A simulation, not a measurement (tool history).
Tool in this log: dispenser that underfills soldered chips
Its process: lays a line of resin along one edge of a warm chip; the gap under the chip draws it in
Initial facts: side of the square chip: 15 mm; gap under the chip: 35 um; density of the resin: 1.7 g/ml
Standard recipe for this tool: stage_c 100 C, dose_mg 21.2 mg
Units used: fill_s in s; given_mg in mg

run  hour  stage_c  dose_mg  fill_s  given_mg
  1   0.0      100     21.2   310.1     20.89
  2   5.0      100     24.4   412.3     23.98
      6.7  -- new syringe of resin
  3  12.0      100     21.2   238.1     20.80
  4  17.8      100     21.2   342.3     20.83
     23.2  -- new syringe of resin
  5  23.4      100     21.2   172.2     20.75
  6  28.2      100     21.2   234.1     20.75
  7  31.3      100     21.2   279.8     20.75
  8  34.4      100     21.2   336.1     20.69
  9  38.2      100     21.2   416.3     20.74
     39.6  -- new syringe of resin
 10  41.5      100     21.2   196.5     20.70
 11  44.9      100     21.2   245.9     20.65

Forecast run 12:
 12  49.5      103     18.8       ?         ?

Run 12 came out at fill_s 292.6 s, given_mg 18.30 mg.
The same run, on a tool lacking any hidden state, would have yielded fill_s 162.6 s, given_mg 18.80 mg.
